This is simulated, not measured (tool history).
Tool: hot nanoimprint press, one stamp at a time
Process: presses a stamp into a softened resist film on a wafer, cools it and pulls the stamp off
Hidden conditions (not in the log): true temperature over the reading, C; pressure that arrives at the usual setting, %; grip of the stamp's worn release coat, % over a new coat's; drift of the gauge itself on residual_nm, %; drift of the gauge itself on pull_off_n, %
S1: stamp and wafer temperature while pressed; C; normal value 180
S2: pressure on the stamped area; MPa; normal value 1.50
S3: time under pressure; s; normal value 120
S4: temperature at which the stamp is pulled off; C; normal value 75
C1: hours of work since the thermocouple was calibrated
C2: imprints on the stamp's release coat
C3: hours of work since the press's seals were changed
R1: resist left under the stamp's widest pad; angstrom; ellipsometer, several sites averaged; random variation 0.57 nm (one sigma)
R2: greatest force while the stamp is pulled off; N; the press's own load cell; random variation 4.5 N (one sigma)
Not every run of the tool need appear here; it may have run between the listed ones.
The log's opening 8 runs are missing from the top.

run	hour	S1	S2	S3	S4	C1	C2	C3	R1	R2
9	93.9	180	1.84	120	75	257	855	118	929	252
10	104.2	180	1.50	120	66	262	875	124	1035	286
11	122.6	180	1.50	120	66	272	913	134	1040	297
12	132.2	180	1.50	120	66	277	932	139	1032	295
13	147.3	180	1.50	120	66	285	963	147	1046	293
14	163.1	180	1.50	120	66	293	995	155	1042	299
15	180.9	180	1.50	120	66	303	1031	165	1032	301
16	190.8	180	1.50	120	66	308	1051	170	1036	301
17	203.5	180	1.50	171	75	315	1077	177	889	270
18	211.1	180	1.50	123	69	319	1092	181	1022	298
19	226.6	180	1.50	123	69	327	1124	189	1026	300
# hour 242.0: stamp cleaned and given a new release coat
20	246.0	182	1.92	80	66	334	8	196	1009	240
21	260.9	190	1.50	94	75	342	38	204	852	214
22	277.0	190	1.49	173	82	351	71	213	654	196
23	293.1	190	1.49	203	67	360	104	221	606	245
24	307.6	184	1.11	115	73	367	133	229	1085	225
25	315.6	184	1.11	115	73	372	149	233	1082	234
26	332.4	182	1.50	120	66	381	183	242	983	257
27	348.7	180	1.39	120	75	389	216	251	1068	232
28	359.0	180	1.39	120	72	395	237	257	1061	235
29	366.5	180	1.39	120	72	399	253	261	1070	232
30	376.4	180	1.39	120	72	404	273	266	1063	237

Below are 3 alternative next runs, each starting from the tool's condition after run 30. Predict each:
A	391.9	180	1.01	109	79	412	304	274	?	?
B	391.9	179	1.27	120	64	412	304	274	?	?
C	391.9	180	1.15	66	78	412	304	274	?	?

run	R1	R2
A	1295	217
B	1153	255
C	1465	226
Had the tool no hidden state, the same runs would have come out as:
run	R1	R2
A	1322	206
B	1177	241
C	1493	215

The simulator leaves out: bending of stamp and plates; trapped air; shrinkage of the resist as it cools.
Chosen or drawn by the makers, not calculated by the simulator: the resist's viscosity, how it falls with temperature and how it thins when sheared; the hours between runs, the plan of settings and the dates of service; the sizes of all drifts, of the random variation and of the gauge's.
